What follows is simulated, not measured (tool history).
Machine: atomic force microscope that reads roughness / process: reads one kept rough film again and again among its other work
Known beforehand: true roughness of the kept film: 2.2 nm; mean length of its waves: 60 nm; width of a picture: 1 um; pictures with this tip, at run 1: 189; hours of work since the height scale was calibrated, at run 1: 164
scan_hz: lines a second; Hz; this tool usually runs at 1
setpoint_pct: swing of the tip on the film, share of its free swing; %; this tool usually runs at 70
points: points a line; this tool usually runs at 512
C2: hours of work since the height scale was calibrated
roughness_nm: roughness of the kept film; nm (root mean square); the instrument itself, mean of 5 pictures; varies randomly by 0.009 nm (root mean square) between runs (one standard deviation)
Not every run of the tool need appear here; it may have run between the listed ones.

run 1 hour=0 | scan_hz=1 setpoint_pct=70 points=512 | pictures_with_this_tip=189 C2=164 | roughness_nm=1.97
run 2 hour=44.8 | scan_hz=1 setpoint_pct=70 points=512 | pictures_with_this_tip=246 C2=194 | roughness_nm=1.939
run 3 hour=82.2 | scan_hz=1 setpoint_pct=70 points=827 | pictures_with_this_tip=293 C2=218 | roughness_nm=1.923
-- hour=124.3 new tip fitted
run 4 hour=131.4 | scan_hz=1 setpoint_pct=70 points=512 | pictures_with_this_tip=9 C2=250 | roughness_nm=2.011
run 5 hour=205.1 | scan_hz=1 setpoint_pct=70 points=512 | pictures_with_this_tip=103 C2=299 | roughness_nm=1.987
run 6 hour=253.1 | scan_hz=1 setpoint_pct=70 points=512 | pictures_with_this_tip=164 C2=330 | roughness_nm=1.973
run 7 hour=307.4 | scan_hz=1 setpoint_pct=70 points=512 | pictures_with_this_tip=232 C2=366 | roughness_nm=1.936
run 8 hour=376.1 | scan_hz=1 setpoint_pct=60 points=512 | pictures_with_this_tip=320 C2=411 | roughness_nm=1.986
-- hour=399.2 new tip fitted
run 9 hour=419.9 | scan_hz=1 setpoint_pct=60 points=512 | pictures_with_this_tip=27 C2=439 | roughness_nm=2.073
run 10 hour=496.3 | scan_hz=1 setpoint_pct=60 points=512 | pictures_with_this_tip=124 C2=489 | roughness_nm=2.033
run 11 hour=563.5 | scan_hz=1 setpoint_pct=70 points=512 | pictures_with_this_tip=209 C2=534 | roughness_nm=1.972
run 12 hour=626 | scan_hz=1 setpoint_pct=71 points=512 | pictures_with_this_tip=288 C2=575 | roughness_nm=1.934
-- hour=669.8 new tip fitted
run 13 hour=683.2 | scan_hz=1 setpoint_pct=71 points=512 | pictures_with_this_tip=17 C2=612 | roughness_nm=2.032
run 14 hour=751.8 | scan_hz=1 setpoint_pct=71 points=512 | pictures_with_this_tip=104 C2=657 | roughness_nm=1.996
run 15 hour=820.2 | scan_hz=2 setpoint_pct=70 points=512 | pictures_with_this_tip=191 C2=702 | roughness_nm=1.868
run 16 hour=862.9 | scan_hz=1 setpoint_pct=69 points=512 | pictures_with_this_tip=245 C2=730 | roughness_nm=1.982
run 17 hour=894.8 | scan_hz=1 setpoint_pct=70 points=800 | pictures_with_this_tip=286 C2=751 | roughness_nm=1.955
-- hour=945.8 new tip fitted
run 18 hour=971.1 | scan_hz=1 setpoint_pct=70 points=333 | pictures_with_this_tip=32 C2=800 | roughness_nm=2.038
run 19 hour=1021.4 | scan_hz=1 setpoint_pct=70 points=333 | pictures_with_this_tip=96 C2=834 | roughness_nm=2.014
run 20 hour=1087.5 | scan_hz=1 setpoint_pct=70 points=333 | pictures_with_this_tip=179 C2=877 | roughness_nm=1.976
run 21 hour=1119.3 | scan_hz=0.71 setpoint_pct=70 points=512 | pictures_with_this_tip=220 C2=898 | roughness_nm=2.007
run 22 hour=1152.7 | scan_hz=1 setpoint_pct=70 points=532 | pictures_with_this_tip=262 C2=920 | roughness_nm=1.932
-- hour=1220 new tip fitted
run 23 hour=1220.4 | scan_hz=1 setpoint_pct=70 points=683 | pictures_with_this_tip=1 C2=964 | roughness_nm=2.031
run 24 hour=1254.7 | scan_hz=1 setpoint_pct=70 points=512 | pictures_with_this_tip=44 C2=986 | roughness_nm=2.018
run 25 hour=1307.6 | scan_hz=1 setpoint_pct=70 points=907 | pictures_with_this_tip=111 C2=1021 | roughness_nm=2.015
run 26 hour=1343.5 | scan_hz=1 setpoint_pct=70 points=907 | pictures_with_this_tip=157 C2=1045 | roughness_nm=2.008
run 27 hour=1375.1 | scan_hz=1.1 setpoint_pct=86 points=426 | pictures_with_this_tip=197 C2=1065 | roughness_nm=1.813
run 28 hour=1447.2 | scan_hz=1.1 setpoint_pct=86 points=426 | pictures_with_this_tip=288 C2=1113 | roughness_nm=1.795
run 29 hour=1484.3 | scan_hz=2.22 setpoint_pct=60 points=512 | pictures_with_this_tip=335 C2=1137 | roughness_nm=1.913
-- hour=1491.7 new tip fitted
-- hour=1492.7 height scale calibrated on a step standard
run 30 hour=1530.6 | scan_hz=2.22 setpoint_pct=60 points=512 | pictures_with_this_tip=48 C2=25 | roughness_nm=2.007
run 31 hour=1597.3 | scan_hz=1.37 setpoint_pct=60 points=324 | pictures_with_this_tip=133 C2=69 | roughness_nm=2.022
run 32 hour=1666.3 | scan_hz=1 setpoint_pct=67 points=595 | pictures_with_this_tip=221 C2=114 | roughness_nm=2.008
run 33 hour=1723.1 | scan_hz=1 setpoint_pct=67 points=595 | pictures_with_this_tip=293 C2=151 | roughness_nm=1.982
-- hour=1767.5 new tip fitted
run 34 hour=1767.5 | scan_hz=1 setpoint_pct=78 points=292 | pictures_with_this_tip=0 C2=180 | roughness_nm=1.986
-- hour=1832.4 height scale calibrated on a step standard, once more
run 35 hour=1837.2 | scan_hz=1 setpoint_pct=78 points=765 | pictures_with_this_tip=88 C2=3 | roughness_nm=1.945
run 36 hour=1877.7 | scan_hz=1 setpoint_pct=78 points=765 | pictures_with_this_tip=139 C2=30 | roughness_nm=1.933
run 37 hour=1944.1 | scan_hz=2.65 setpoint_pct=78 points=789 | pictures_with_this_tip=223 C2=73 | roughness_nm=1.659
run 38 hour=2020.1 | scan_hz=1.94 setpoint_pct=70 points=617 | pictures_with_this_tip=320 C2=123 | roughness_nm=1.832
-- hour=2040.8 new tip fitted
run 39 hour=2058 | scan_hz=0.52 setpoint_pct=70 points=512 | pictures_with_this_tip=22 C2=148 | roughness_nm=2.088
run 40 hour=2115.6 | scan_hz=2.37 setpoint_pct=60 points=512 | pictures_with_this_tip=95 C2=186 | roughness_nm=1.941
run 41 hour=2169.5 | scan_hz=0.69 setpoint_pct=75 points=898 | pictures_with_this_tip=164 C2=221 | roughness_nm=1.969
run 42 hour=2234.9 | scan_hz=1.46 setpoint_pct=85 points=602 | pictures_with_this_tip=247 C2=264 | roughness_nm=1.727
run 43 hour=2297.2 | scan_hz=0.82 setpoint_pct=65 points=420 | pictures_with_this_tip=326 C2=305 | roughness_nm=1.949
-- hour=2313.2 new tip fitted
run 44 hour=2331.4 | scan_hz=2.87 setpoint_pct=67 points=420 | pictures_with_this_tip=23 C2=327 | roughness_nm=1.869
run 45 hour=2402.3 | scan_hz=1.07 setpoint_pct=88 points=490 | pictures_with_this_tip=113 C2=373 | roughness_nm=1.81
run 46 hour=2469.4 | scan_hz=1.07 setpoint_pct=88 points=425 | pictures_with_this_tip=199 C2=418 | roughness_nm=1.78
run 47 hour=2523.8 | scan_hz=1.46 setpoint_pct=64 points=512 | pictures_with_this_tip=268 C2=453 | roughness_nm=1.942
-- hour=2588 new tip fitted
run 48 hour=2600 | scan_hz=0.69 setpoint_pct=56 points=525 | pictures_with_this_tip=16 C2=503 | roughness_nm=2.111
run 49 hour=2633.6 | scan_hz=0.69 setpoint_pct=56 points=525 | pictures_with_this_tip=58 C2=525 | roughness_nm=2.096
run 50 hour=2668.3 | scan_hz=0.69 setpoint_pct=56 points=525 | pictures_with_this_tip=102 C2=548 | roughness_nm=2.067
run 51 hour=2732.9 | scan_hz=0.69 setpoint_pct=86 points=826 | pictures_with_this_tip=184 C2=590 | roughness_nm=1.897
run 52 hour=2784.3 | scan_hz=0.59 setpoint_pct=58 points=512 | pictures_with_this_tip=250 C2=624 | roughness_nm=2.008

For each run, the measured value with the value that run would have given without the tool's hidden condition subtracted. The run-to-run variation is shared by both, the gauge scatter possibly not:
Hidden state present: radius of the tip, nm; height scale over the true one, %; drift of the gauge itself on roughness_nm, %.
run=1 roughness_nm=-0.061
run=2 roughness_nm=-0.077
run=3 roughness_nm=-0.089
run=4 roughness_nm=+0
run=5 roughness_nm=-0.031
run=6 roughness_nm=-0.05
run=7 roughness_nm=-0.071
run=8 roughness_nm=-0.102
run=9 roughness_nm=-0.004
run=10 roughness_nm=-0.035
run=11 roughness_nm=-0.062
run=12 roughness_nm=-0.086
run=13 roughness_nm=+0.004
run=14 roughness_nm=-0.023
run=15 roughness_nm=-0.048
run=16 roughness_nm=-0.067
run=17 roughness_nm=-0.079
run=18 roughness_nm=+0
run=19 roughness_nm=-0.021
run=20 roughness_nm=-0.047
run=21 roughness_nm=-0.062
run=22 roughness_nm=-0.072
run=23 roughness_nm=+0.014
run=24 roughness_nm=+0.001
run=25 roughness_nm=-0.021
run=26 roughness_nm=-0.036
run=27 roughness_nm=-0.044
run=28 roughness_nm=-0.069
run=29 roughness_nm=-0.088
run=30 roughness_nm=+0.008
run=31 roughness_nm=-0.016
run=32 roughness_nm=-0.043
run=33 roughness_nm=-0.066
run=34 roughness_nm=+0.028
run=35 roughness_nm=-0.031
run=36 roughness_nm=-0.048
run=37 roughness_nm=-0.062
run=38 roughness_nm=-0.096
run=39 roughness_nm=-0.009
run=40 roughness_nm=-0.032
run=41 roughness_nm=-0.055
run=42 roughness_nm=-0.07
run=43 roughness_nm=-0.101
run=44 roughness_nm=-0.009
run=45 roughness_nm=-0.035
run=46 roughness_nm=-0.06
run=47 roughness_nm=-0.085
run=48 roughness_nm=-0.009
run=49 roughness_nm=-0.024
run=50 roughness_nm=-0.039
run=51 roughness_nm=-0.06
run=52 roughness_nm=-0.083
